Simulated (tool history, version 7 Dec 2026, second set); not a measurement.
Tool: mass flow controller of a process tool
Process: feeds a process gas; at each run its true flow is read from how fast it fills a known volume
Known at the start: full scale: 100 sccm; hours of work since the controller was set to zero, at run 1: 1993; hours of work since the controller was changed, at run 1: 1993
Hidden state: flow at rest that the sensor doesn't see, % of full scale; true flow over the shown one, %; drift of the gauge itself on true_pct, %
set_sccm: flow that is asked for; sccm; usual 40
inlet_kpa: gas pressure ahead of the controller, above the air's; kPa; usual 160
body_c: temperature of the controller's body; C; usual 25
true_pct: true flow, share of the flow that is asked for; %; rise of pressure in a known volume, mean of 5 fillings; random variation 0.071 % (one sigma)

| run | hour | set_sccm | inlet_kpa | body_c | hours of work since the controller was set to zero | hours of work since the controller was changed | true_pct |
|---|---|---|---|---|---|---|---|
| 1 | 0.0 | 40 | 160 | 25 | 1993 | 1993 | 99.49 |
| 2 | 100.7 | 40 | 160 | 25 | 2059 | 2059 | 99.49 |
| 3 | 259.6 | 40 | 160 | 25 | 2165 | 2165 | 99.89 |
| 4 | 358.5 | 40 | 249 | 25 | 2230 | 2230 | 99.57 |
| 5 | 452.1 | 40 | 249 | 25 | 2292 | 2292 | 99.59 |
| 6 | 568.1 | 40 | 249 | 25 | 2369 | 2369 | 99.82 |
| 7 | 661.1 | 40 | 249 | 25 | 2431 | 2431 | 99.88 |
| 8 | 821.9 | 40 | 203 | 25 | 2537 | 2537 | 100.26 |
| 9 | 1032.0 | 40 | 160 | 25 | 2677 | 2677 | 100.67 |
| 10 | 1185.9 | 40 | 160 | 22 | 2779 | 2779 | 101.20 |
| 11 | 1344.7 | 40 | 160 | 22 | 2884 | 2884 | 101.34 |
| 12 | 1497.9 | 40 | 160 | 32 | 2985 | 2985 | 100.59 |
| 13 | 1710.0 | 40 | 214 | 32 | 3126 | 3126 | 100.56 |
| 14 | 1937.0 | 40 | 214 | 32 | 3276 | 3276 | 100.88 |
| 15 | 2099.8 | 40 | 160 | 25 | 3384 | 3384 | 101.94 |
|  | 2325.0 | gauge calibrated |
| 16 | 2326.9 | 40 | 160 | 38 | 3535 | 3535 | 98.28 |
| 17 | 2540.1 | 40 | 160 | 38 | 3676 | 3676 | 98.57 |
| 18 | 2762.5 | 80 | 160 | 25 | 3824 | 3824 | 100.32 |
| 19 | 2971.9 | 80 | 212 | 25 | 3962 | 3962 | 100.41 |
| 20 | 3084.5 | 80 | 212 | 25 | 4037 | 4037 | 100.68 |
| 21 | 3192.8 | 80 | 144 | 25 | 4109 | 4109 | 100.99 |
| 22 | 3362.0 | 80 | 144 | 25 | 4221 | 4221 | 101.22 |

Run 23 comes next. What will it give?
| 23 | 3536.9 | 20 | 144 | 22 | 4337 | 4337 | ? |

true_pct: 100.90 %
Without the tool's hidden state the same run would have given true_pct 99.46 %.

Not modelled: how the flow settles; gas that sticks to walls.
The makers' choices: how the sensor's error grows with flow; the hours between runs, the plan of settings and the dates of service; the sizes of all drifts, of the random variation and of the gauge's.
